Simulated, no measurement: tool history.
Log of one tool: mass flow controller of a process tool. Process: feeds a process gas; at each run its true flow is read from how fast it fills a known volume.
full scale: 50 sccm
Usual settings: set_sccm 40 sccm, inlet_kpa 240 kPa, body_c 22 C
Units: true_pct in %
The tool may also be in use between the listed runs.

run,hour,set_sccm,inlet_kpa,body_c,true_pct
1,0.0,40,240,22,100.12
2,195.0,40,240,22,100.07
3,459.4,40,240,22,100.09
4,640.9,40,240,22,99.91
5,893.8,40,240,22,100.01
6,1052.1,40,240,22,99.94
7,1394.1,40,240,22,100.05
8,1704.0,16,240,22,99.65
9,1904.8,40,240,22,100.07
10,2073.2,40,223,22,99.96
11,2373.6,40,223,22,100.13
12,2567.0,13,240,22,99.60
13,2879.5,13,240,22,99.66
14,3207.1,13,240,22,99.55
15,3365.9,40,195,22,100.28
16,3708.2,40,240,22,100.05
17,3878.2,40,240,22,99.95
18,4173.4,40,240,22,99.98
19,4462.8,40,240,22,100.03
20,4794.0,40,231,22,100.16
21,5020.7,50,149,29,99.85
22,5177.9,40,247,22,99.94
23,5486.8,20,213,27,99.28
24,5674.3,31,213,30,99.22
25,5944.8,40,230,22,100.18
26,6274.7,40,230,22,99.99
27,6442.4,6,222,22,99.57
28,6650.6,9,226,22,99.48
29,6896.6,7,255,21,99.52
30,7239.9,7,169,21,99.87
31,7406.4,40,166,32,99.40
32,7642.5,40,166,32,99.35
33,7886.3,25,219,22,99.82
34,8229.1,16,171,31,99.08
35,8576.5,16,171,29,99.16
36,8719.1,12,210,36,98.46
37,9033.8,12,210,36,98.50
38,9192.3,12,210,36,98.54
39,9367.9,6,234,37,98.37
40,9587.9,40,152,39,98.81

Taken out of this log: 1 entry between the listed runs. Where each belongs, and how the hidden state differs across it:
Between runs 28 and 29: controller's zero set anew (hour 6779.9)
  flow at rest that the sensor doesn't see, % of full scale: 0.002 -> 0

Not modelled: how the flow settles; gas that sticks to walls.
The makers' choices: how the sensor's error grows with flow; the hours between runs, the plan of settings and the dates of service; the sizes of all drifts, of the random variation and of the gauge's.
